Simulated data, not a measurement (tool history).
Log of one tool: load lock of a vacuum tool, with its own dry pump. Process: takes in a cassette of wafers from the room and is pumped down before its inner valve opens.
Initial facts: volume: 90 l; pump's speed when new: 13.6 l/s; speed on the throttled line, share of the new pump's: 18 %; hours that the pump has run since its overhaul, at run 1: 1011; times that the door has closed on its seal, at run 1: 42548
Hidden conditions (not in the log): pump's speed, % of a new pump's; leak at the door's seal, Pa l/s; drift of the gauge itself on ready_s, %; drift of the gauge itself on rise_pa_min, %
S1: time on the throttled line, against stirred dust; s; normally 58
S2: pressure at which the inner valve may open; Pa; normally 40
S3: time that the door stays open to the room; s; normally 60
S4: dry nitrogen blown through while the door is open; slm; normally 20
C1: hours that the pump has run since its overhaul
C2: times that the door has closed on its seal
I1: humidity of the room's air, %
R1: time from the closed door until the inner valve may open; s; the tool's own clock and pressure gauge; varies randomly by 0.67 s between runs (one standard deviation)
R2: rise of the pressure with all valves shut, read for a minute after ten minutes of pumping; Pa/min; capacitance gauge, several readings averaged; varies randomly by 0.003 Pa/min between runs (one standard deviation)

{"run": 1, "day": 0.0, "S1": 58, "S2": 40, "S3": 60, "S4": 20, "C1": 1011, "C2": 42548, "I1": 41.4, "R1": 100.8, "R2": 0.384}
{"run": 2, "day": 8.454, "S1": 58, "S2": 40, "S3": 60, "S4": 20, "C1": 1214, "C2": 43469, "I1": 46.9, "R1": 100.8, "R2": 0.398}
{"run": 3, "day": 22.883, "S1": 58, "S2": 40, "S3": 60, "S4": 20, "C1": 1561, "C2": 45042, "I1": 43.8, "R1": 100.4, "R2": 0.432}
{"run": 4, "day": 31.117, "S1": 58, "S2": 49, "S3": 60, "S4": 20, "C1": 1758, "C2": 45939, "I1": 46.8, "R1": 98.3, "R2": 0.441}
{"run": 5, "day": 39.812, "S1": 58, "S2": 49, "S3": 60, "S4": 20, "C1": 1967, "C2": 46887, "I1": 47.0, "R1": 100.7, "R2": 0.464}
{"day": 45.867, "done": "door's seal changed, seat wiped"}
{"run": 6, "day": 54.604, "S1": 58, "S2": 49, "S3": 60, "S4": 20, "C1": 2320, "C2": 952, "I1": 43.9, "R1": 99.5, "R2": 0.037}
{"run": 7, "day": 62.617, "S1": 58, "S2": 49, "S3": 60, "S4": 20, "C1": 2513, "C2": 1825, "I1": 46.9, "R1": 99.9, "R2": 0.039}
{"run": 8, "day": 69.562, "S1": 58, "S2": 40, "S3": 60, "S4": 25, "C1": 2679, "C2": 2582, "I1": 48.5, "R1": 102.2, "R2": 0.038}
{"run": 9, "day": 76.838, "S1": 58, "S2": 40, "S3": 60, "S4": 25, "C1": 2854, "C2": 3375, "I1": 46.8, "R1": 102.6, "R2": 0.044}
{"run": 10, "day": 84.75, "S1": 58, "S2": 40, "S3": 60, "S4": 25, "C1": 3044, "C2": 4238, "I1": 44.3, "R1": 102.4, "R2": 0.046}
{"run": 11, "day": 98.492, "S1": 58, "S2": 40, "S3": 60, "S4": 39, "C1": 3374, "C2": 5736, "I1": 47.3, "R1": 101.9, "R2": 0.052}
{"run": 12, "day": 112.508, "S1": 58, "S2": 40, "S3": 60, "S4": 39, "C1": 3710, "C2": 7264, "I1": 43.1, "R1": 101.6, "R2": 0.055}
{"run": 13, "day": 125.85, "S1": 58, "S2": 40, "S3": 60, "S4": 39, "C1": 4030, "C2": 8718, "I1": 45.2, "R1": 102.6, "R2": 0.059}
{"run": 14, "day": 134.121, "S1": 58, "S2": 40, "S3": 83, "S4": 20, "C1": 4229, "C2": 9619, "I1": 42.2, "R1": 103.3, "R2": 0.073}
{"run": 15, "day": 146.479, "S1": 58, "S2": 40, "S3": 60, "S4": 20, "C1": 4525, "C2": 10966, "I1": 41.3, "R1": 103.9, "R2": 0.082}
{"run": 16, "day": 153.867, "S1": 58, "S2": 40, "S3": 30, "S4": 25, "C1": 4703, "C2": 11771, "I1": 44.5, "R1": 103.0, "R2": 0.076}
{"run": 17, "day": 164.012, "S1": 58, "S2": 40, "S3": 30, "S4": 25, "C1": 4946, "C2": 12877, "I1": 43.5, "R1": 103.4, "R2": 0.084}
{"run": 18, "day": 170.329, "S1": 70, "S2": 60, "S3": 30, "S4": 27, "C1": 5098, "C2": 13565, "I1": 46.6, "R1": 110.0, "R2": 0.091}
{"run": 19, "day": 181.458, "S1": 33, "S2": 60, "S3": 30, "S4": 27, "C1": 5365, "C2": 14779, "I1": 45.0, "R1": 81.1, "R2": 0.101}
{"run": 20, "day": 188.092, "S1": 33, "S2": 60, "S3": 30, "S4": 27, "C1": 5524, "C2": 15502, "I1": 38.7, "R1": 80.3, "R2": 0.096}
{"run": 21, "day": 196.371, "S1": 58, "S2": 40, "S3": 60, "S4": 4, "C1": 5723, "C2": 16404, "I1": 45.9, "R1": 103.9, "R2": 0.134}
{"run": 22, "day": 210.396, "S1": 58, "S2": 40, "S3": 28, "S4": 20, "C1": 6059, "C2": 17933, "I1": 49.8, "R1": 104.0, "R2": 0.126}
{"run": 23, "day": 219.054, "S1": 31, "S2": 40, "S3": 57, "S4": 20, "C1": 6267, "C2": 18876, "I1": 44.5, "R1": 82.8, "R2": 0.139}
{"run": 24, "day": 233.104, "S1": 42, "S2": 40, "S3": 60, "S4": 22, "C1": 6604, "C2": 20407, "I1": 45.4, "R1": 91.4, "R2": 0.159}
{"run": 25, "day": 239.404, "S1": 49, "S2": 40, "S3": 60, "S4": 20, "C1": 6756, "C2": 21094, "I1": 41.9, "R1": 97.1, "R2": 0.155}
{"run": 26, "day": 249.946, "S1": 49, "S2": 40, "S3": 60, "S4": 20, "C1": 7009, "C2": 22243, "I1": 45.6, "R1": 97.5, "R2": 0.169}
{"run": 27, "day": 261.058, "S1": 109, "S2": 33, "S3": 84, "S4": 13, "C1": 7275, "C2": 23454, "I1": 45.5, "R1": 146.3, "R2": 0.192}
{"run": 28, "day": 271.942, "S1": 95, "S2": 56, "S3": 60, "S4": 20, "C1": 7536, "C2": 24641, "I1": 46.5, "R1": 130.6, "R2": 0.199}
{"run": 29, "day": 283.317, "S1": 35, "S2": 28, "S3": 60, "S4": 23, "C1": 7809, "C2": 25880, "I1": 42.9, "R1": 90.9, "R2": 0.2}

Forecast each of these 4 alternatives for the next run:
{"run": "A", "day": 297.75, "S1": 77, "S2": 72, "S3": 60, "S4": 9, "C1": 8156, "C2": 27454, "I1": 48.3, "R1": "?", "R2": "?"}
{"run": "B", "day": 297.75, "S1": 35, "S2": 28, "S3": 60, "S4": 5, "C1": 8156, "C2": 27454, "I1": 45.1, "R1": "?", "R2": "?"}
{"run": "C", "day": 297.75, "S1": 58, "S2": 40, "S3": 60, "S4": 5, "C1": 8156, "C2": 27454, "I1": 46.6, "R1": "?", "R2": "?"}
{"run": "D", "day": 297.75, "S1": 35, "S2": 46, "S3": 84, "S4": 40, "C1": 8156, "C2": 27454, "I1": 48.5, "R1": "?", "R2": "?"}

run=A R1=116.5 R2=0.234
run=B R1=91.2 R2=0.227
run=C R1=104.6 R2=0.246
run=D R1=87.4 R2=0.223
The same runs, with their run-to-run variation unchanged, on a tool lacking any hidden condition would have given:
run=A R1=111.2 R2=0.041
run=B R1=83.5 R2=0.039
run=C R1=98.1 R2=0.053
run=D R1=80.4 R2=0.030

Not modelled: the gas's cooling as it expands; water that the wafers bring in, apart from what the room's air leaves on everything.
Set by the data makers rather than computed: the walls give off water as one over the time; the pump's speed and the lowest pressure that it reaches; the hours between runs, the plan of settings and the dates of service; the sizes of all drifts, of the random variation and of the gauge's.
